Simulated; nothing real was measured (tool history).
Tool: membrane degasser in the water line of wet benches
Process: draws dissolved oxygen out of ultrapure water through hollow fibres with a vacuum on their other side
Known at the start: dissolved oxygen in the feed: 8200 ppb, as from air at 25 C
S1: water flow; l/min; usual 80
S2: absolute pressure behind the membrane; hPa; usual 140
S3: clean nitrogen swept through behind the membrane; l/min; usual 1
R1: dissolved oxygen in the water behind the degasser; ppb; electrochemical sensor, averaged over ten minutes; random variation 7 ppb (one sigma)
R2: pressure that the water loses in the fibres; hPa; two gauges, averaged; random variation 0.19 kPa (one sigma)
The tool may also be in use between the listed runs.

Run 1, hour 0: usual settings. Result: R1 1330.4 ppb, R2 373.8 hPa.
Run 2, hour 39.2: usual settings but S1 107 l/min. Result: R1 1606.1 ppb, R2 508.6 hPa.
Run 3, hour 70.2: usual settings but S1 107 l/min. Result: R1 1580.3 ppb, R2 505.1 hPa.
Run 4, hour 106.2: usual settings but S1 107 l/min. Result: R1 1590.9 ppb, R2 505.4 hPa.
Run 5, hour 135.6: usual settings but S1 107 l/min. Result: R1 1602.5 ppb, R2 507.1 hPa.
Run 6, hour 162.1: usual settings but S1 64 l/min, S3 0.54 l/min. Result: R1 1665.8 ppb, R2 303.8 hPa.
At hour 165.1: vacuum gauge calibrated.
Run 7, hour 202.6: usual settings but S1 69 l/min, S2 99 hPa, S3 1.76 l/min. Result: R1 539.8 ppb, R2 328.3 hPa.
Run 8, hour 233.4: usual settings but S1 53 l/min, S2 99 hPa, S3 2.38 l/min. Result: R1 339.7 ppb, R2 253.1 hPa.
Run 9, hour 257.2: usual settings but S2 312 hPa, S3 2.64 l/min. Result: R1 1525.6 ppb, R2 380.1 hPa.

The next listed run, before its measurement:
Run 10, hour 301.7: usual settings but S2 312 hPa, S3 2.64 l/min. Result: R1 ?, R2 ?.

Run 10 gave R1 1522.8 ppb, R2 380.6 hPa.
Without the tool's hidden state the same run would have given R1 1498.6 ppb, R2 375 hPa.
